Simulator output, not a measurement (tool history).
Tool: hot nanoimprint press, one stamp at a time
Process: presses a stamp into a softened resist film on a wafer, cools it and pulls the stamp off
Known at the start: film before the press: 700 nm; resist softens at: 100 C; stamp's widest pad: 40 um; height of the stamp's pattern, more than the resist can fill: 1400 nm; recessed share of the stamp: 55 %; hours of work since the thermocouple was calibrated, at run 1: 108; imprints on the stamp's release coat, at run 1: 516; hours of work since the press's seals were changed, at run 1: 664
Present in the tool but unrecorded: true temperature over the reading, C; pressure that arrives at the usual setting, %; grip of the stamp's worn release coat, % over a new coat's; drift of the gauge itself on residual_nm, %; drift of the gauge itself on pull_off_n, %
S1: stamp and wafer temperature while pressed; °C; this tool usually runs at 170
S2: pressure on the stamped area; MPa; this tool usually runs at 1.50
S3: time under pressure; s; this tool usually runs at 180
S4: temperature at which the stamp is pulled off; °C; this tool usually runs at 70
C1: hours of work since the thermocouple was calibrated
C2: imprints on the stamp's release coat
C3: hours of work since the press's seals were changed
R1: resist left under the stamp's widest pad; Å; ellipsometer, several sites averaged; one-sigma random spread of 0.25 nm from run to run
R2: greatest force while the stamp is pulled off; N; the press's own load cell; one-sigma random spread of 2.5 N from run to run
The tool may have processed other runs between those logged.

run    hour   S1    S2   S3  S4   C1   C2    C3    R1   R2
  1     0.0  170  1.50  180  70  108  516   664  2707  233
  2    60.2  170  1.50  180  70  154  737   710  2701  239
  3    96.0  170  1.50  180  70  181  869   738  2704  241
      139.1  -- stamp cleaned and given a new release coat
  4   168.7  170  1.50  180  70  232  109   789  2694  217
  5   203.0  170  1.50  180  70  258  235   815  2690  219
  6   247.4  170  1.50  180  70  292  398   849  2685  229
  7   283.6  170  2.32  180  70  320  531   877  2119  231
      299.9  -- plate thermocouple calibrated
  8   345.0  170  2.32  180  67   35  745   921  2086  252
  9   405.6  170  2.32  180  67   81  968   968  2080  254
      419.7  -- stamp cleaned and given a new release coat
 10   453.0  170  2.32  180  67  113  122   999  2079  224
 11   504.6  170  2.32  180  67  152  312  1039  2073  235
 12   572.0  177  2.32  180  67  204  559  1090  1612  249
      599.6  -- press's hydraulic seals changed and the load cell set to zero
 13   623.8  177  2.32  180  67  237  720    18  1554  254
      689.8  -- plate thermocouple calibrated, once more
 14   690.2  177  2.28  180  67    0  953    67  1640  267
      710.2  -- stamp cleaned and given a new release coat
 15   757.8  177  2.28  180  67   47  175   114  1637  234
 16   815.5  177  2.28  180  67   92  387   158  1636  246
 17   857.7  161  2.28  180  67  124  542   191  3002  248
 18   893.6  161  2.28  180  67  151  674   218  2996  256
 19   922.8  170  2.33  180  74  174  781   241  2078  209
 20   972.9  161  1.75  180  70  212  965   279  3429  246
      988.3  -- stamp cleaned and given a new release coat
 21  1047.0  161  1.75  180  63  264  215   331  3413  258
 22  1090.7  164  1.04  180  61  298  376   364  3932  280
     1135.4  -- plate thermocouple calibrated
 23  1152.7  164  1.56  180  61   13  593   410  3323  293
 24  1222.3  170  1.50  129  59   66  848   463  3052  313
     1270.9  -- stamp cleaned and given a new release coat
 25  1295.8  163  1.50  129  62  118   91   515  3882  262
 26  1363.7  162  1.50  129  62  170  341   567  4006  271
 27  1425.6  170  1.50  327  65  218  568   614  2161  268
 28  1493.4  162  2.21  104  69  269  817   666  3565  251
 29  1536.5  169  2.21  115  69  302  976   699  2651  251

What if the next run were any one of these 3? Each begins from the tool's condition after run 29:
     1548.8  -- stamp cleaned and given a new release coat
     1585.0  -- plate thermocouple calibrated
  A  1595.1  170  1.50  180  77   8  159  737   ?   ?
     1548.8  -- stamp cleaned and given a new release coat
     1585.0  -- plate thermocouple calibrated
  B  1595.1  169  2.21  166  69   8  159  737   ?   ?
     1548.8  -- stamp cleaned and given a new release coat
     1585.0  -- plate thermocouple calibrated
  C  1595.1  159  2.21  250  75   8  159  737   ?   ?

run    R1   R2
  A  2699  174
  B  2336  227
  C  2996  189
Had the tool no hidden state, the same runs would have come out as:
run    R1   R2
  A  2702  171
  B  2331  223
  C  2995  185

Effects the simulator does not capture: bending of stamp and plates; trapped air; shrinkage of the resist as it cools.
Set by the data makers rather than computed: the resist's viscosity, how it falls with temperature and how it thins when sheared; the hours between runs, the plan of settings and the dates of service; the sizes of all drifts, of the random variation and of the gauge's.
